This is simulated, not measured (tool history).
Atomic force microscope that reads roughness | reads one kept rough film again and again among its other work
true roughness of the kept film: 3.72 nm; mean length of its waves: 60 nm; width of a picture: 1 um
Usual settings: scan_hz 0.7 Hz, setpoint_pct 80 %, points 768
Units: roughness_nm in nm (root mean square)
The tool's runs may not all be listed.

run,day,scan_hz,setpoint_pct,points,roughness_nm
1,0,0.7,80,768,3.363
2,0.233,0.7,80,768,3.33
3,0.638,0.7,80,768,3.349
# day 0.738: new tip fitted
4,0.871,0.7,88,768,3.553
5,1.1,0.7,80,768,3.533
6,1.467,0.7,80,768,3.545
7,1.838,0.7,80,768,3.48
8,2.067,0.7,80,768,3.471
# day 2.146: height scale calibrated on a step standard
9,2.5,1.612,80,768,3.338
10,2.804,1.612,80,768,3.322

Forecast run 11:
# day 2.992: height scale calibrated on a step standard, once more
11,3.292,0.7,80,768,?

roughness_nm: 3.378 nm (root mean square)
Without the tool's hidden state the same run would have given roughness_nm 3.545 nm (root mean square).

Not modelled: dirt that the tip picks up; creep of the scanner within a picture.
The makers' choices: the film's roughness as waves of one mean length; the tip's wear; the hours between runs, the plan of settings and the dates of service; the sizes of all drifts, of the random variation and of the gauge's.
